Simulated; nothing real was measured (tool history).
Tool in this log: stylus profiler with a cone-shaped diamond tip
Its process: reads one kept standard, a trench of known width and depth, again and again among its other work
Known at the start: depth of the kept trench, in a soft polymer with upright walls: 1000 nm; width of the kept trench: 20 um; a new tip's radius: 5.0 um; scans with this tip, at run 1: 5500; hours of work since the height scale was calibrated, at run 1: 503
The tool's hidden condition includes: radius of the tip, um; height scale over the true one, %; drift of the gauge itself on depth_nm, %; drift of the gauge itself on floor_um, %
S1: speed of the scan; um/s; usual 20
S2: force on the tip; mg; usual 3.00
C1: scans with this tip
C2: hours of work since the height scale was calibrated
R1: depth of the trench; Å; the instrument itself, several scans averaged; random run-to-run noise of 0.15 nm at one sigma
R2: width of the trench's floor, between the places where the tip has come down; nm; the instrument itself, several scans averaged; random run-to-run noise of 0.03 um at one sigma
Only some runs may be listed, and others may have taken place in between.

{"run": 1, "hour": 0.0, "S1": 20, "S2": 3.0, "C1": 5500, "C2": 503, "R1": 10143.7, "R2": 13910}
{"run": 2, "hour": 16.8, "S1": 20, "S2": 3.0, "C1": 5647, "C2": 516, "R1": 10145.3, "R2": 13950}
{"run": 3, "hour": 29.1, "S1": 20, "S2": 3.0, "C1": 5753, "C2": 526, "R1": 10142.7, "R2": 13930}
{"run": 4, "hour": 36.2, "S1": 20, "S2": 3.0, "C1": 5815, "C2": 532, "R1": 10141.9, "R2": 13970}
{"run": 5, "hour": 44.2, "S1": 41, "S2": 3.0, "C1": 5885, "C2": 538, "R1": 10141.2, "R2": 13840}
{"run": 6, "hour": 52.1, "S1": 41, "S2": 1.7, "C1": 5953, "C2": 544, "R1": 10099.0, "R2": 13810}
{"run": 7, "hour": 63.8, "S1": 27, "S2": 3.0, "C1": 6055, "C2": 554, "R1": 10144.9, "R2": 13850}
{"run": 8, "hour": 77.0, "S1": 7, "S2": 1.38, "C1": 6170, "C2": 564, "R1": 10084.4, "R2": 13960}

What does the tool deliver on the next run?
{"run": 9, "hour": 84.5, "S1": 61, "S2": 3.04, "C1": 6235, "C2": 570, "R1": "?", "R2": "?"}

{"run 9": {"R1": 10145.6, "R2": 13740}}
If the tool had no hidden condition, the same run with the same run-to-run variation would have returned R1 10145.5 Å, R2 13750 nm.
